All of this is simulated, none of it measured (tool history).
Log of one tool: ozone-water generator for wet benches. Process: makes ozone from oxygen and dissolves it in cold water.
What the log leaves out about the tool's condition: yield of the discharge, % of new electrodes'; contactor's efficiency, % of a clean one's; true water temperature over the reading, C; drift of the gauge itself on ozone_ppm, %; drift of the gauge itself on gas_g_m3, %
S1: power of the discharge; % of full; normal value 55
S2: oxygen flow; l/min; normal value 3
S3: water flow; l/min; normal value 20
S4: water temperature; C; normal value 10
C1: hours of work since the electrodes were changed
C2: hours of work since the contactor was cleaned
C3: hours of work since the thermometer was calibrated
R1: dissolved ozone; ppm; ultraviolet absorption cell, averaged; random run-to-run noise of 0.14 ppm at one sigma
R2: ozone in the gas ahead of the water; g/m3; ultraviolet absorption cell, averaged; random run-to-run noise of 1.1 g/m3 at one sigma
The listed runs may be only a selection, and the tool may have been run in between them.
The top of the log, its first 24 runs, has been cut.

Run 25, hour 555: usual settings but S1 61 % of full, S2 2.93 l/min, S4 5 C; C1 618; C2 480; C3 229. Result: R1 17 ppm, R2 207 g/m3.
Run 26, hour 582.8: usual settings but S2 2.93 l/min, S3 12 l/min, S4 6 C; C1 646; C2 508; C3 256. Result: R1 25.7 ppm, R2 194.5 g/m3.
Run 27, hour 606.9: usual settings but S2 4 l/min, S3 12 l/min, S4 6 C; C1 669; C2 531; C3 280. Result: R1 26.5 ppm, R2 162.3 g/m3.
Run 28, hour 636.4: usual settings but S4 6 C; C1 698; C2 560; C3 308. Result: R1 15.8 ppm, R2 190 g/m3.
Run 29, hour 666.9: usual settings but S1 48 % of full, S3 15 l/min, S4 6 C; C1 727; C2 589; C3 338. Result: R1 19.7 ppm, R2 172.6 g/m3.
Run 30, hour 687.8: usual settings but S1 48 % of full, S3 15 l/min, S4 6 C; C1 748; C2 610; C3 359. Result: R1 19.6 ppm, R2 173.5 g/m3.
Run 31, hour 718.1: usual settings but S1 42 % of full, S2 3.09 l/min, S3 21 l/min, S4 13 C; C1 777; C2 639; C3 388. Result: R1 12 ppm, R2 157.2 g/m3.
Run 32, hour 750.1: usual settings but S1 98 % of full, S2 2.17 l/min, S3 30 l/min; C1 809; C2 671; C3 419. Result: R1 13.5 ppm, R2 332.3 g/m3.
Run 33, hour 778.7: usual settings but S1 87 % of full, S3 12 l/min; C1 836; C2 698; C3 447. Result: R1 33.5 ppm, R2 257.6 g/m3.

What if the next run were any one of these 3? Each begins from the tool's condition after run 33:
Run A, hour 808.8: usual settings but S1 73 % of full, S3 12 l/min; C1 866; C2 728; C3 476. Result: R1 ?, R2 ?.
Run B, hour 808.8: usual settings but S1 95 % of full, S3 12 l/min, S4 6 C; C1 866; C2 728; C3 476. Result: R1 ?, R2 ?.
Run C, hour 808.8: usual settings but S1 74 % of full, S3 12 l/min; C1 866; C2 728; C3 476. Result: R1 ?, R2 ?.

run    R1     R2
  A  30.1  228.8
  B  37.4  274.4
  C  30.1  232.9
Take away the tool's hidden state, keep each run's random variation, and the runs would have read:
run    R1     R2
  A  30.1  228.8
  B  37.4  274.5
  C  30.2    233
